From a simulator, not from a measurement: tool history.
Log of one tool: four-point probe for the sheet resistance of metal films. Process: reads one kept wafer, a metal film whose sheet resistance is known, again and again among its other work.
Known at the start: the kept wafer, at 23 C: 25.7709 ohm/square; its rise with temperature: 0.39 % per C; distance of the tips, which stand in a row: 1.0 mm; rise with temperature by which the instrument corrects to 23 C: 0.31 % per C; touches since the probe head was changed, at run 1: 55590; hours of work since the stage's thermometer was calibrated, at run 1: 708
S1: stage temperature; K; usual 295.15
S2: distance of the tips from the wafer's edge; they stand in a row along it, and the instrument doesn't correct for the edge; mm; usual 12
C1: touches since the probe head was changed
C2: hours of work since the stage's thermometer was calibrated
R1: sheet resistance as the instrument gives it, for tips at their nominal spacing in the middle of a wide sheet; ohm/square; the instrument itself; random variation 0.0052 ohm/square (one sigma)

Run 1, hour 0: usual settings; C1 55590; C2 708. Result: R1 25.98162 ohm/square.
Run 2, hour 59.4: usual settings; C1 58881; C2 746. Result: R1 25.990563 ohm/square.
Run 3, hour 112.2: usual settings; C1 61803; C2 781. Result: R1 25.996838 ohm/square.
Run 4, hour 164.6: usual settings; C1 64705; C2 815. Result: R1 25.998004 ohm/square.
Run 5, hour 192.6: usual settings but S2 3 mm; C1 66254; C2 833. Result: R1 27.370058 ohm/square.
Run 6, hour 221.9: usual settings but S2 3 mm; C1 67878; C2 852. Result: R1 27.360508 ohm/square.
Run 7, hour 287.6: usual settings; C1 71521; C2 895. Result: R1 26.013711 ohm/square.
Run 8, hour 336.7: usual settings; C1 74237; C2 926. Result: R1 26.014803 ohm/square.
Run 9, hour 400: usual settings; C1 77745; C2 968. Result: R1 26.023297 ohm/square.
Run 10, hour 432.7: usual settings but S1 300.15 K; C1 79556; C2 989. Result: R1 26.118987 ohm/square.
At hour 467.4: new probe head fitted.
Run 11, hour 480.4: usual settings; C1 722; C2 1019. Result: R1 25.769004 ohm/square.
Run 12, hour 509.7: usual settings but S2 20 mm; C1 2343; C2 1038. Result: R1 25.717974 ohm/square.
Run 13, hour 551.8: usual settings but S2 20 mm; C1 4677; C2 1066. Result: R1 25.731424 ohm/square.
Run 14, hour 613.1: usual settings but S2 20 mm; C1 8070; C2 1105. Result: R1 25.730531 ohm/square.
Run 15, hour 669.2: usual settings but S2 14 mm; C1 11179; C2 1142. Result: R1 25.777156 ohm/square.
Run 16, hour 701.6: usual settings but S2 14 mm; C1 12974; C2 1163. Result: R1 25.778236 ohm/square.
Run 17, hour 764.2: usual settings but S1 302.15 K, S2 14 mm; C1 16438; C2 1204. Result: R1 25.910514 ohm/square.
At hour 767.7: stage's thermometer calibrated.
Run 18, hour 800.5: usual settings but S1 302.15 K; C1 18424; C2 21. Result: R1 25.935286 ohm/square.
Run 19, hour 858.4: usual settings but S1 302.15 K; C1 21628; C2 59. Result: R1 25.932473 ohm/square.
Run 20, hour 901.2: usual settings but S1 302.15 K; C1 24000; C2 87. Result: R1 25.956285 ohm/square.
At hour 936.9: stage's thermometer calibrated, once more.
Run 21, hour 940.3: usual settings but S1 291.15 K, S2 4 mm; C1 26138; C2 2. Result: R1 26.554186 ohm/square.
Run 22, hour 996.7: usual settings but S1 304.15 K, S2 44 mm; C1 29262; C2 39. Result: R1 25.978259 ohm/square.
Run 23, hour 1046.9: usual settings but S1 302.15 K, S2 9 mm; C1 32046; C2 71. Result: R1 26.110769 ohm/square.
Run 24, hour 1095.5: usual settings but S1 296.15 K, S2 19 mm; C1 34733; C2 103. Result: R1 25.858419 ohm/square.
Run 25, hour 1121.9: usual settings but S2 5 mm; C1 36196; C2 120. Result: R1 26.359433 ohm/square.
Run 26, hour 1175: usual settings but S1 304.15 K, S2 9 mm; C1 39138; C2 155. Result: R1 26.152073 ohm/square.
Run 27, hour 1234.3: usual settings but S1 297.15 K, S2 4 mm; C1 42424; C2 193. Result: R1 26.702481 ohm/square.
Run 28, hour 1283.6: usual settings but S1 298.15 K, S2 46 mm; C1 45153; C2 225. Result: R1 25.88293 ohm/square.
Run 29, hour 1321.7: usual settings but S1 298.15 K, S2 46 mm; C1 47263; C2 250. Result: R1 25.888449 ohm/square.
Run 30, hour 1365: usual settings but S1 298.15 K, S2 46 mm; C1 49663; C2 278. Result: R1 25.891306 ohm/square.
Run 31, hour 1421.4: usual settings but S1 298.15 K, S2 46 mm; C1 52783; C2 315. Result: R1 25.907227 ohm/square.
Run 32, hour 1466.3: usual settings but S1 298.15 K, S2 46 mm; C1 55273; C2 344. Result: R1 25.91195 ohm/square.
Run 33, hour 1514.2: usual settings but S2 14 mm; C1 57923; C2 375. Result: R1 25.92336 ohm/square.
Run 34, hour 1569.4: usual settings but S1 300.15 K, S2 24 mm; C1 60983; C2 411. Result: R1 25.968703 ohm/square.
Run 35, hour 1612.1: usual settings but S2 11 mm; C1 63347; C2 439. Result: R1 25.975863 ohm/square.
Run 36, hour 1648.9: usual settings but S1 301.15 K, S2 40 mm; C1 65386; C2 463. Result: R1 25.984846 ohm/square.
Run 37, hour 1703.2: usual settings but S1 301.15 K, S2 40 mm; C1 68393; C2 498. Result: R1 25.98996 ohm/square.
Run 38, hour 1754.3: usual settings but S1 305.15 K, S2 25 mm; C1 71221; C2 531. Result: R1 26.083103 ohm/square.
Run 39, hour 1818.6: usual settings but S1 301.15 K, S2 41 mm; C1 74784; C2 573. Result: R1 25.995869 ohm/square.
Run 40, hour 1878.6: usual settings but S1 301.15 K, S2 41 mm; C1 78108; C2 612. Result: R1 26.000585 ohm/square.

Forecast each of these 4 alternatives for the next run:
Run A, hour 1909.5: usual settings but S1 298.15 K, S2 31 mm; C1 79819; C2 632. Result: R1 ?.
Run B, hour 1909.5: usual settings but S1 301.15 K, S2 26 mm; C1 79819; C2 632. Result: R1 ?.
Run C, hour 1909.5: usual settings but S1 299.15 K; C1 79819; C2 632. Result: R1 ?.
Run D, hour 1909.5: usual settings but S2 5 mm; C1 79819; C2 632. Result: R1 ?.

run         R1
  A  25.961498
  B  26.024802
  C   26.06661
  D  26.427906
Without the tool's hidden state the same runs would have given:
run         R1
  A  25.819868
  B   25.88266
  C  25.924388
  D  26.284165
